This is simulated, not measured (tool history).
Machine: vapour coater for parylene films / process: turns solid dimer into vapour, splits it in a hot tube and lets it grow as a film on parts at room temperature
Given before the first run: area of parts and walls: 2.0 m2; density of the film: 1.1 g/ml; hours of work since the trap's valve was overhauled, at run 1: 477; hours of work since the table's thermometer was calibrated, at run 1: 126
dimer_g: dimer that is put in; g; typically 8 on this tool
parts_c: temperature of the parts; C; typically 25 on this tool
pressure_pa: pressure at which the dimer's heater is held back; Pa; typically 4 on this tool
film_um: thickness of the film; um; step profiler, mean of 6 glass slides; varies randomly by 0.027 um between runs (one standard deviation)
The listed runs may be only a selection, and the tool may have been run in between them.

| run | day | dimer_g | parts_c | pressure_pa | hours of work since the trap's valve was overhauled | hours of work since the table's thermometer was calibrated | film_um |
|---|---|---|---|---|---|---|---|
| 1 | 0 | 8 | 25 | 4 | 477 | 126 | 2.22 |
| 2 | 0.475 | 8 | 25 | 4 | 483 | 132 | 2.28 |
| 3 | 0.917 | 8 | 29 | 4 | 489 | 137 | 1.94 |
| 4 | 1.242 | 12 | 25 | 4 | 493 | 142 | 3.36 |
| 5 | 1.9 | 8 | 25 | 4.04 | 501 | 150 | 2.29 |
| 6 | 2.275 | 8 | 25 | 4 | 506 | 154 | 2.26 |
|  | 2.504 | trap's valve overhauled |
| 7 | 2.754 | 8 | 25 | 9.07 | 3 | 158 | 2.12 |
| 8 | 3.171 | 8 | 25 | 9.07 | 8 | 163 | 2.08 |
| 9 | 3.567 | 8 | 25 | 9.07 | 13 | 168 | 2.16 |
| 10 | 4.071 | 8 | 25 | 4 | 19 | 174 | 2.36 |
| 11 | 4.388 | 8 | 25 | 7.3 | 23 | 178 | 2.2 |
| 12 | 4.671 | 6 | 25 | 7.3 | 27 | 182 | 1.7 |
| 13 | 5.1 | 6 | 25 | 7.3 | 32 | 187 | 1.62 |
| 14 | 5.712 | 8 | 25 | 4 | 40 | 195 | 2.37 |
| 15 | 6.358 | 8 | 25 | 4 | 48 | 203 | 2.42 |
| 16 | 6.871 | 8 | 25 | 4 | 54 | 209 | 2.42 |
| 17 | 7.442 | 8 | 25 | 4 | 61 | 216 | 2.44 |
| 18 | 7.8 | 8 | 22 | 4 | 65 | 221 | 2.64 |
| 19 | 8.25 | 8 | 22 | 4 | 71 | 226 | 2.68 |
| 20 | 8.733 | 8 | 36 | 4 | 77 | 232 | 1.66 |
| 21 | 9.162 | 8 | 36 | 4 | 82 | 237 | 1.72 |
| 22 | 9.712 | 8 | 36 | 4 | 89 | 244 | 1.66 |
| 23 | 10.262 | 8 | 35 | 4 | 96 | 251 | 1.73 |
| 24 | 10.846 | 8 | 25 | 4 | 103 | 258 | 2.37 |
| 25 | 11.321 | 9 | 26 | 6.98 | 109 | 264 | 2.32 |
| 26 | 11.783 | 9 | 28 | 6.98 | 115 | 270 | 2.17 |
| 27 | 12.433 | 9 | 28 | 6.98 | 123 | 278 | 2.19 |
| 28 | 12.9 | 5 | 28 | 6.98 | 129 | 284 | 1.22 |
| 29 | 13.462 | 5 | 28 | 4.38 | 136 | 291 | 1.33 |
| 30 | 13.842 | 5 | 28 | 4.38 | 140 | 295 | 1.32 |
| 31 | 14.217 | 8 | 23 | 9.05 | 145 | 300 | 2.21 |
| 32 | 14.542 | 8 | 23 | 9.05 | 149 | 304 | 2.21 |
| 33 | 14.958 | 8 | 19 | 6.82 | 154 | 309 | 2.64 |
| 34 | 15.654 | 8 | 21 | 4 | 163 | 318 | 2.61 |
| 35 | 16.175 | 4 | 17 | 6.39 | 169 | 324 | 1.42 |
| 36 | 16.562 | 5 | 37 | 4.04 | 174 | 329 | 0.98 |
| 37 | 16.85 | 6 | 37 | 4.04 | 177 | 332 | 1.18 |
| 38 | 17.412 | 8 | 25 | 4.46 | 184 | 339 | 2.29 |
| 39 | 18.017 | 6 | 25 | 6.58 | 192 | 347 | 1.63 |
| 40 | 18.429 | 12 | 29 | 4 | 197 | 352 | 3.08 |
| 41 | 19.108 | 8 | 27 | 3.4 | 205 | 360 | 2.25 |
| 42 | 19.492 | 12 | 25 | 4 | 210 | 365 | 3.48 |
| 43 | 19.946 | 5 | 18 | 9.76 | 216 | 371 | 1.59 |
| 44 | 20.246 | 8 | 30 | 4 | 219 | 374 | 2.03 |
| 45 | 20.767 | 8 | 30 | 4 | 226 | 381 | 1.94 |
| 46 | 21.117 | 8 | 30 | 4 | 230 | 385 | 2.02 |
| 47 | 21.688 | 8 | 22 | 7.78 | 237 | 392 | 2.3 |

Branching from run 47: 5 alternative next runs. What would each branch give?
| A | 22.25 | 8 | 35 | 6.1 | 244 | 399 | ? |
| B | 22.25 | 3 | 28 | 7.52 | 244 | 399 | ? |
| C | 22.25 | 10 | 29 | 10.66 | 244 | 399 | ? |
| D | 22.25 | 8 | 30 | 4 | 244 | 399 | ? |
| E | 22.25 | 11 | 22 | 7.78 | 244 | 399 | ? |

| run | film_um |
|---|---|
| A | 1.56 |
| B | 0.72 |
| C | 2.15 |
| D | 1.95 |
| E | 3.17 |
With no hidden state in the tool, these same runs would have given:
| run | film_um |
|---|---|
| A | 1.64 |
| B | 0.76 |
| C | 2.26 |
| D | 2.05 |
| E | 3.33 |

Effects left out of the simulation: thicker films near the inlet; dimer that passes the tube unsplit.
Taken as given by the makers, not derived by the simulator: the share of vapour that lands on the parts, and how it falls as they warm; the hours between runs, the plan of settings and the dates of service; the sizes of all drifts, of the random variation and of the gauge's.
